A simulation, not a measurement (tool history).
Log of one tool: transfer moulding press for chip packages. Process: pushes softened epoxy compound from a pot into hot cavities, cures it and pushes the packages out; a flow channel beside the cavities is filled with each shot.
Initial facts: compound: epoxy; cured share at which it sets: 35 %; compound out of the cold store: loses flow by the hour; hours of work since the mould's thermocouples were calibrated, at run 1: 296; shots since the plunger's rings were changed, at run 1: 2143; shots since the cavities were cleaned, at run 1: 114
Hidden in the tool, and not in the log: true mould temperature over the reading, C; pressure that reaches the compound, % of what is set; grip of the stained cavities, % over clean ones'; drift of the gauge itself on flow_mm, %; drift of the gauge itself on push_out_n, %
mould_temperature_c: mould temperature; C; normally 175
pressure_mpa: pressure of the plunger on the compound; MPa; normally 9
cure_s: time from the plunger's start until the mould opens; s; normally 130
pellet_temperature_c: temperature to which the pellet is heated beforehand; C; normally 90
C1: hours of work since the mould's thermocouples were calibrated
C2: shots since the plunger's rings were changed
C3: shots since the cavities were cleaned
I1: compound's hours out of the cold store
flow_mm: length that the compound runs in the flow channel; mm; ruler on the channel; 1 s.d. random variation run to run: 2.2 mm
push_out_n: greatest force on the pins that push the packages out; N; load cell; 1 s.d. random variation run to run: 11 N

run 1 hour=0 | mould_temperature_c=175 pressure_mpa=9 cure_s=130 pellet_temperature_c=90 | C1=296 C2=2143 C3=114 | I1=37.6 | flow_mm=746 push_out_n=582
-- hour=42.3 cavities cleaned with cleaning compound and waxed
run 2 hour=42.3 | mould_temperature_c=175 pressure_mpa=9 cure_s=130 pellet_temperature_c=90 | C1=322 C2=2519 C3=0 | I1=43.8 | flow_mm=720 push_out_n=890
run 3 hour=78.3 | mould_temperature_c=175 pressure_mpa=9 cure_s=130 pellet_temperature_c=90 | C1=346 C2=2851 C3=332 | I1=30.2 | flow_mm=764 push_out_n=1011
-- hour=95.8 cavities cleaned with cleaning compound and waxed
run 4 hour=119.4 | mould_temperature_c=175 pressure_mpa=9.04 cure_s=130 pellet_temperature_c=90 | C1=372 C2=3215 C3=217 | I1=36.8 | flow_mm=737 push_out_n=653
-- hour=125.2 plunger's sealing rings changed
-- hour=151.9 cavities cleaned with cleaning compound and waxed
run 5 hour=163.2 | mould_temperature_c=175 pressure_mpa=9.04 cure_s=130 pellet_temperature_c=90 | C1=398 C2=337 C3=104 | I1=22.3 | flow_mm=812 push_out_n=556
-- hour=191.7 cavities cleaned with cleaning compound and waxed, once more
-- hour=203.3 mould's thermocouples calibrated
run 6 hour=207.8 | mould_temperature_c=175 pressure_mpa=9.04 cure_s=130 pellet_temperature_c=90 | C1=3 C2=716 C3=130 | I1=44.9 | flow_mm=731 push_out_n=588
-- hour=247.9 cavities cleaned with cleaning compound and waxed
run 7 hour=259 | mould_temperature_c=175 pressure_mpa=9.04 cure_s=130 pellet_temperature_c=90 | C1=35 C2=1173 C3=102 | I1=38.2 | flow_mm=749 push_out_n=581
run 8 hour=294.4 | mould_temperature_c=181 pressure_mpa=9 cure_s=110 pellet_temperature_c=100 | C1=59 C2=1500 C3=429 | I1=36.7 | flow_mm=733 push_out_n=756
-- hour=302 cavities cleaned with cleaning compound and waxed
run 9 hour=338.9 | mould_temperature_c=168 pressure_mpa=9.33 cure_s=146 pellet_temperature_c=85 | C1=87 C2=1896 C3=340 | I1=44.9 | flow_mm=755 push_out_n=848
-- hour=358.5 cavities cleaned with cleaning compound and waxed
run 10 hour=379.4 | mould_temperature_c=178 pressure_mpa=10.78 cure_s=122 pellet_temperature_c=89 | C1=112 C2=2255 C3=192 | I1=25.4 | flow_mm=850 push_out_n=616
-- hour=412 cavities cleaned with cleaning compound and waxed
run 11 hour=449.4 | mould_temperature_c=178 pressure_mpa=10.78 cure_s=122 pellet_temperature_c=89 | C1=157 C2=2886 C3=343 | I1=16.1 | flow_mm=878 push_out_n=714
-- hour=469.3 cavities cleaned with cleaning compound and waxed
-- hour=496.4 plunger's sealing rings changed
run 12 hour=521.2 | mould_temperature_c=178 pressure_mpa=7.73 cure_s=126 pellet_temperature_c=89 | C1=201 C2=229 C3=455 | I1=39.2 | flow_mm=691 push_out_n=716
-- hour=529 cavities cleaned with cleaning compound and waxed
run 13 hour=576 | mould_temperature_c=183 pressure_mpa=7.73 cure_s=131 pellet_temperature_c=87 | C1=236 C2=720 C3=433 | I1=21.9 | flow_mm=728 push_out_n=604

Results per run with the tool's hidden condition removed, run-to-run variation unchanged:
run=1 flow_mm=765 push_out_n=518
run=2 flow_mm=742 push_out_n=494
run=3 flow_mm=790 push_out_n=538
run=4 flow_mm=766 push_out_n=521
run=5 flow_mm=820 push_out_n=510
run=6 flow_mm=739 push_out_n=502
run=7 flow_mm=761 push_out_n=507
run=8 flow_mm=747 push_out_n=505
run=9 flow_mm=773 push_out_n=607
run=10 flow_mm=874 push_out_n=496
run=11 flow_mm=910 push_out_n=518
run=12 flow_mm=695 push_out_n=475
run=13 flow_mm=736 push_out_n=405
